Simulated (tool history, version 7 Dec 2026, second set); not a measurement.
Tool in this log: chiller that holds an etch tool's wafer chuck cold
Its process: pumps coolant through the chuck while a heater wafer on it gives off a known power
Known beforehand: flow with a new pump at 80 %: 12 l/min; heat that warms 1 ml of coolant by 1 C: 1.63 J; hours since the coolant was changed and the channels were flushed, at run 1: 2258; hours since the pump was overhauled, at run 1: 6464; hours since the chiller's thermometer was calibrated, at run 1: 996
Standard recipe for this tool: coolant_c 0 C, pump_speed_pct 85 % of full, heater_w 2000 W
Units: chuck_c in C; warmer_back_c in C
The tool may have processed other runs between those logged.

| run | hour | coolant_c | pump_speed_pct | heater_w | hours since the coolant was changed and the channels were flushed | hours since the pump was overhauled | hours since the chiller's thermometer was calibrated | chuck_c | warmer_back_c |
|---|---|---|---|---|---|---|---|---|---|
| 1 | 0 | 0 | 85 | 2000 | 2258 | 6464 | 996 | 18.4 | 6.08 |
| 2 | 137.9 | 0 | 85 | 2000 | 2396 | 6602 | 1134 | 18.5 | 6.04 |
| 3 | 353.9 | 0 | 85 | 2000 | 2612 | 6818 | 1350 | 18.6 | 6.12 |
| 4 | 489.7 | 3 | 85 | 2000 | 2747 | 6954 | 1486 | 21.6 | 6.06 |
| 5 | 581.3 | 3 | 85 | 2000 | 2839 | 7045 | 1578 | 21.7 | 6.13 |
| 6 | 679.4 | 3 | 85 | 2000 | 2937 | 7143 | 1676 | 21.8 | 6.11 |
| 7 | 822.9 | 3 | 85 | 2000 | 3081 | 7287 | 1819 | 21.8 | 6.16 |
| 8 | 1022.6 | -9 | 85 | 2000 | 3280 | 7487 | 2019 | 10.1 | 6.1 |
| 9 | 1143.9 | 0 | 85 | 2000 | 3402 | 7608 | 2140 | 19.1 | 6.15 |
|  | 1283.1 | chiller's thermometer calibrated |
| 10 | 1300.8 | 0 | 85 | 2000 | 3558 | 7764 | 18 | 19.1 | 6.14 |
| 11 | 1496.7 | 0 | 85 | 2000 | 3753 | 7960 | 214 | 19 | 6.18 |
| 12 | 1639.9 | 0 | 85 | 2000 | 3897 | 8103 | 357 | 19.2 | 6.17 |
| 13 | 1772.8 | 0 | 94 | 2000 | 4030 | 8236 | 490 | 17.5 | 5.54 |
| 14 | 1965 | 0 | 94 | 2000 | 4222 | 8428 | 682 | 17.8 | 5.55 |
| 15 | 2103 | 0 | 94 | 2000 | 4360 | 8566 | 820 | 17.7 | 5.54 |
| 16 | 2274.8 | 0 | 94 | 2000 | 4532 | 8738 | 992 | 17.9 | 5.51 |
| 17 | 2412.4 | 0 | 94 | 2000 | 4669 | 8875 | 1129 | 17.8 | 5.53 |
| 18 | 2552.2 | 0 | 94 | 2000 | 4809 | 9015 | 1269 | 18 | 5.56 |
| 19 | 2743.7 | 0 | 94 | 2000 | 5000 | 9207 | 1461 | 18.2 | 5.6 |
| 20 | 2952.1 | 4 | 86 | 2948 | 5209 | 9415 | 1669 | 33.1 | 9.04 |
| 21 | 3174 | 0 | 95 | 2000 | 5431 | 9637 | 1891 | 18.1 | 5.54 |
| 22 | 3394.6 | 0 | 95 | 2000 | 5651 | 9858 | 2111 | 18.2 | 5.51 |
|  | 3557.9 | chiller's thermometer calibrated |
| 23 | 3567.7 | 0 | 71 | 2000 | 5823 | 10030 | 10 | 23.8 | 7.68 |
| 24 | 3691.5 | -7 | 88 | 1357 | 5947 | 10154 | 134 | 6.2 | 4.08 |
| 25 | 3881.5 | 9 | 76 | 1956 | 6137 | 10344 | 324 | 30.9 | 7 |
| 26 | 3977.4 | 9 | 76 | 1956 | 6233 | 10439 | 420 | 31 | 6.95 |
| 27 | 4111.5 | 0 | 85 | 2491 | 6367 | 10573 | 554 | 25.5 | 7.81 |
| 28 | 4287.4 | 0 | 85 | 2491 | 6543 | 10749 | 729 | 25.6 | 7.88 |
| 29 | 4414.1 | 2 | 77 | 1497 | 6670 | 10876 | 856 | 18.9 | 5.25 |
| 30 | 4579.5 | 2 | 77 | 1497 | 6835 | 11042 | 1022 | 19 | 5.28 |
| 31 | 4776 | -6 | 77 | 1224 | 7032 | 11238 | 1218 | 8 | 4.3 |

Predict each of these 3 candidate next runs independently; none follows another, all start after run 31:
| A | 4968.5 | 0 | 85 | 1137 | 7224 | 11430 | 1411 | ? | ? |
| B | 4968.5 | -6 | 77 | 1155 | 7224 | 11430 | 1411 | ? | ? |
| C | 4968.5 | -10 | 85 | 2000 | 7224 | 11430 | 1411 | ? | ? |

| run | chuck_c | warmer_back_c |
|---|---|---|
| A | 11.9 | 3.55 |
| B | 7.3 | 4.07 |
| C | 11.1 | 6.4 |
With no hidden state in the tool, these same runs would have given:
| run | chuck_c | warmer_back_c |
|---|---|---|
| A | 9.5 | 3.2 |
| B | 4.6 | 3.68 |
| C | 6.8 | 5.78 |

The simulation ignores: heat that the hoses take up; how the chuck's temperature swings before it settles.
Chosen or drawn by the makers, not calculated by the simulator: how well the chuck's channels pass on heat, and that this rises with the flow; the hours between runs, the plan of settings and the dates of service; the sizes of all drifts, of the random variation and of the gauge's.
